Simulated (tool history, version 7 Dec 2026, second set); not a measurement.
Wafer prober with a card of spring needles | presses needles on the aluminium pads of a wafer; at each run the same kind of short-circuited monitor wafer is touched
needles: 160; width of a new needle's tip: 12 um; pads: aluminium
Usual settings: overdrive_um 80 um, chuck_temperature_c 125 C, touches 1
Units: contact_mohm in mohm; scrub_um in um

| run | hour | overdrive_um | chuck_temperature_c | touches | contact_mohm | scrub_um |
|---|---|---|---|---|---|---|
| 1 | 0 | 80 | 125 | 1 | 200 | 16.42 |
|  | 18.7 | tips cleaned on abrasive film |
| 2 | 21.2 | 80 | 125 | 1 | 201 | 16.3 |
|  | 37.2 | tips cleaned on abrasive film |
| 3 | 52.1 | 80 | 125 | 1 | 198 | 16.29 |
|  | 57.1 | tips cleaned on abrasive film |
|  | 75.6 | tips cleaned on abrasive film |
| 4 | 75.6 | 80 | 125 | 1 | 199 | 16.35 |
| 5 | 93.4 | 80 | 125 | 1 | 203 | 16.4 |
|  | 96.2 | tips cleaned on abrasive film |
|  | 115.6 | tips cleaned on abrasive film |
| 6 | 122.6 | 80 | 125 | 1 | 200 | 16.46 |
|  | 134.9 | tips cleaned on abrasive film |
| 7 | 144.3 | 80 | 26 | 1 | 179 | 16.36 |
|  | 154.3 | tips cleaned on abrasive film |
| 8 | 167.7 | 80 | 26 | 1 | 177 | 16.33 |
|  | 173.7 | tips cleaned on abrasive film |
|  | 193.8 | tips cleaned on abrasive film |
| 9 | 194.3 | 94 | 113 | 1 | 195 | 19.08 |

Run 10 comes next. What will it give?
|  | 212.8 | tips cleaned on abrasive film |
|  | 222.5 | height of the first contact set anew |
| 10 | 224.5 | 94 | 113 | 1 | ? | ? |

contact_mohm: 196 mohm
scrub_um: 19.27 um
Without the tool's hidden state the same run would have given contact_mohm 196 mohm, scrub_um 19.27 um.
